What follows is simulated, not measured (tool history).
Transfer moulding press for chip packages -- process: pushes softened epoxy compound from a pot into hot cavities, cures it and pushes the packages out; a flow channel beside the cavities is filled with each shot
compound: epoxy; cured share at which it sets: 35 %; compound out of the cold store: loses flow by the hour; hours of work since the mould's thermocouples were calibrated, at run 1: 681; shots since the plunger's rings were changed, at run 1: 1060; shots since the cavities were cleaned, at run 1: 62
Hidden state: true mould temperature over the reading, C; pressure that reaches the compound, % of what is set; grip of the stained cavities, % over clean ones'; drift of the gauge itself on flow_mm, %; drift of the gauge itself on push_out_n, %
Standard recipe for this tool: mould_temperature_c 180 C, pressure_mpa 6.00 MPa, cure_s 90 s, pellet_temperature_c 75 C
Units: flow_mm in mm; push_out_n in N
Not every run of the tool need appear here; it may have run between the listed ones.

run    hour  mould_temperature_c  pressure_mpa  cure_s  pellet_temperature_c  hours of work since the mould's thermocouples were calibrated  shots since the plunger's rings were changed  shots since the cavities were cleaned  incoming compound's hours out of the cold store  flow_mm  push_out_n
  1     0.0                  180          6.00      90                    75                                                            681                                          1060                                     62                                             40.5      872         278
  2    37.0                  180          6.00      86                    75                                                            699                                          1366                                    368                                             13.0      967         324
       57.1  -- cavities cleaned with cleaning compound and waxed
  3   104.8                  180          6.00      90                    75                                                            730                                          1916                                    395                                             34.0      899         284
      120.6  -- cavities cleaned with cleaning compound and waxed
  4   158.0                  180          6.00      90                    80                                                            754                                          2344                                    309                                             47.0      850         285
      169.7  -- mould's thermocouples calibrated
      186.1  -- cavities cleaned with cleaning compound and waxed
  5   197.8                  180          6.00     129                    75                                                             12                                          2645                                     97                                             33.6      892         213
      250.1  -- cavities cleaned with cleaning compound and waxed
  6   264.1                  180          6.00      89                    75                                                             43                                          3183                                    116                                             29.5      910         295
      315.3  -- cavities cleaned with cleaning compound and waxed
  7   322.9                  179          6.00      90                    75                                                             70                                          3657                                     63                                             42.2      868         294
      381.7  -- cavities cleaned with cleaning compound and waxed
  8   387.7                  179          6.00      90                    75                                                             99                                          4182                                     50                                             23.2      935         301
  9   434.0                  180          6.00      90                    70                                                            121                                          4565                                    433                                             20.0      941         314
      446.0  -- cavities cleaned with cleaning compound and waxed
      473.9  -- plunger's sealing rings changed
 10   474.5                  180          6.00      90                    70                                                            138                                             4                                    215                                             29.0      911         287
      515.5  -- cavities cleaned with cleaning compound and waxed
 11   522.1                  180          6.00      90                    70                                                            160                                           386                                     54                                             45.1      852         278
 12   567.7                  180          6.00      90                    70                                                            181                                           765                                    433                                             20.4      943         298
      577.2  -- cavities cleaned with cleaning compound and waxed
 13   603.0                  180          7.47      90                    75                                                            197                                          1045                                    214                                             17.3     1056         294
      641.2  -- cavities cleaned with cleaning compound and waxed
 14   658.2                  180          7.47     128                    69                                                            222                                          1489                                    140                                             45.3      955         199
      704.9  -- cavities cleaned with cleaning compound and waxed
 15   709.8                  180          7.47     128                    69                                                            245                                          1905                                     41                                             20.4     1048         202
 16   743.1                  175          5.91     128                    66                                                            261                                          2181                                    317                                             21.9      942         235
      771.3  -- cavities cleaned with cleaning compound and waxed
 17   785.7                  175          5.91     128                    66                                                            280                                          2522                                    120                                             13.9      978         229
      836.2  -- cavities cleaned with cleaning compound and waxed
 18   850.3                  180          6.00      99                    69                                                            310                                          3045                                    117                                              8.2      986         249
 19   882.6                  180          6.00     104                    80                                                            325                                          3313                                    385                                             41.1      875         225
      900.0  -- cavities cleaned with cleaning compound and waxed
 20   924.1                  180          6.00     104                    80                                                            344                                          3644                                    200                                             20.0      948         228
      965.7  -- cavities cleaned with cleaning compound and waxed
 21   984.2                  180          5.52      90                    82                                                            371                                          4130                                    154                                             20.4      900         284
 22  1024.1                  184          6.13      78                    82                                                            390                                          4461                                    485                                             28.0      909         295
     1030.0  -- cavities cleaned with cleaning compound and waxed
     1076.8  -- plunger's sealing rings changed
 23  1084.0                  173          5.03      75                    75                                                            416                                            60                                    427                                             26.8      862         671
     1099.5  -- cavities cleaned with cleaning compound and waxed
 24  1133.6                  173          5.03      75                    75                                                            438                                           458                                    282                                             28.0      864         654
     1163.3  -- cavities cleaned with cleaning compound and waxed
 25  1196.3                  188          4.98      90                    75                                                            467                                           966                                    274                                             24.4      817         219
     1229.3  -- cavities cleaned with cleaning compound and waxed
 26  1252.2                  188          4.98      90                    75                                                            492                                          1416                                    189                                             35.7      786         220

Forecast each of these 5 alternatives for the next run:
  A  1285.4                  188          4.98     102                    81                                                            508                                          1692                                    465                                             29.5        ?           ?
  B  1285.4                  172          5.01      90                    75                                                            508                                          1692                                    465                                             40.5        ?           ?
  C  1285.4                  173          4.98      93                    75                                                            508                                          1692                                    465                                             38.6        ?           ?
  D  1285.4                  180          6.62      82                    84                                                            508                                          1692                                    465                                             19.4        ?           ?
  E  1285.4                  188          6.15      90                    75                                                            508                                          1692                                    465                                              8.9        ?           ?

run  flow_mm  push_out_n
  A      802         203
  B      823         468
  C      827         431
  D      993         347
  E      962         219
What these runs would have given with no unlogged condition in the tool:
run  flow_mm  push_out_n
  A      802         201
  B      824         464
  C      828         428
  D      993         344
  E      963         217
